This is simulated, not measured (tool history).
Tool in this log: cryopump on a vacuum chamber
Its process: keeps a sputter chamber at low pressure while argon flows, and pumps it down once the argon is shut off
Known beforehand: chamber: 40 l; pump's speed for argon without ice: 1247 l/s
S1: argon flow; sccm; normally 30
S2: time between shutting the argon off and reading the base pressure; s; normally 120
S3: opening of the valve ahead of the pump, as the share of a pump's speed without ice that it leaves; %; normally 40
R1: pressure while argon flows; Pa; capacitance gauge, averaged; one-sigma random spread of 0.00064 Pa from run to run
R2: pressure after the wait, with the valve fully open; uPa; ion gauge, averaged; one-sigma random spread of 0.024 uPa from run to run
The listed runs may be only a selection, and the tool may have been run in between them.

run	hour	S1	S2	S3	R1	R2
1	0.0	30	120	40	0.1065	2.81
2	11.5	30	120	40	0.1049	2.81
3	20.2	30	120	40	0.1060	2.79
4	27.7	12	120	40	0.0428	2.79
5	43.3	30	120	40	0.1055	2.85
6	51.5	30	120	40	0.1064	2.87
7	66.5	30	120	40	0.1073	2.81
8	77.4	30	120	40	0.1060	2.91
9	89.7	30	120	40	0.1072	2.93
10	98.2	30	120	25	0.1679	2.90
11	113.2	30	120	40	0.1059	2.90
12	120.7	45	120	40	0.1589	2.92
13	129.3	45	120	40	0.1595	3.04
14	139.3	45	120	40	0.1608	3.02
15	152.0	42	120	40	0.1481	2.97
16	164.7	30	120	40	0.1071	3.03
17	177.8	30	120	40	0.1067	3.03
18	194.0	17	163	42	0.0584	2.69
19	208.1	30	26	40	0.1071	5.32
20	220.0	48	258	38	0.1804	2.71
21	234.7	16	25	34	0.0672	5.52
22	242.5	21	271	34	0.0871	2.66
23	252.8	24	120	16	0.2077	3.09
24	265.4	24	120	16	0.2069	3.13
25	280.6	24	120	16	0.2087	3.12
26	292.4	18	120	36	0.0713	3.11
27	305.0	14	40	25	0.0793	4.41
28	316.1	21	24	25	0.1190	5.64
29	330.1	42	120	21	0.2816	3.19
30	337.7	42	120	21	0.2798	3.16

Expected results for the next run?
31	347.6	42	120	21	?	?

Run 31 produced R1 0.2838 Pa, R2 3.21 uPa.
Take away the tool's hidden state, keep the run-to-run variation as it was, and the same run would have given R1 0.2739 Pa, R2 0.86 uPa.
